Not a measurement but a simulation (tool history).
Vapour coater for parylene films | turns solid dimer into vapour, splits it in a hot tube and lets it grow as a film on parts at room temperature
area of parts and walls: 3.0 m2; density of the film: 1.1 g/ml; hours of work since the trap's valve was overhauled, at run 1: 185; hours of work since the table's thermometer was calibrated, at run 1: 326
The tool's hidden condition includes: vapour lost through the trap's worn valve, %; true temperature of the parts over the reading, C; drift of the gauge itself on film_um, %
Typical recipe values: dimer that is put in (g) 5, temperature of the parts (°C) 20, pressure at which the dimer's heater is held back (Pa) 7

run	hour	dimer that is put in (g)	temperature of the parts (°C)	pressure at which the dimer's heater is held back (Pa)	hours of work since the trap's valve was overhauled	hours of work since the table's thermometer was calibrated	thickness of the film (µm)
1	0	5	20	7	185	326	0.88
2	7.6	5	20	7	190	331	0.863
3	23.3	5	20	7	201	342	0.876
4	39.7	5	20	7	212	353	0.873
5	51.3	5	20	7	220	361	0.88
6	66.8	5	20	7	230	371	0.868
7	76.1	4	20	7	236	377	0.694
8	83.4	4	24	7	241	382	0.597
9	94.7	4	24	7	249	390	0.593
10	106.4	4	24	7	257	398	0.58
11	124.1	4	24	7	269	410	0.595
12	132.5	5	24	7	274	415	0.743
13	144.7	5	24	7	283	424	0.735
14	161.7	5	20	5.36	294	435	0.912
15	170.5	2	16	4.2	300	441	0.454
16	184.7	5	16	2.96	310	450	1.17
17	198	5	17	2.96	319	459	1.105
18	209.5	4	14	3.6	326	467	0.977
19	220.8	9	25	7.52	334	475	1.276
20	229.3	2	16	6.92	340	480	0.419
21	240	2	16	6.92	347	488	0.42
22	254.8	4	28	7	357	498	0.516
23	271.4	6	16	11.02	368	509	1.151
24	289.2	6	16	11.02	380	521	1.147
25	305.2	4	20	7	391	532	0.693
26	317.7	3	28	7	399	540	0.386
# hour 327.6: trap's valve overhauled
27	331.2	2	32	6.51	2	546	0.225

Describe how what the log doesn't record of the tool's condition differs between the last listed run preceding each entry between runs and the first listed run following it.
From run 26 to run 27: trap's valve overhauled (hour 327.6)
  vapour lost through the trap's worn valve, %: 0.5 -> 0; true temperature of the parts over the reading, C: -0.02 -> -0.03
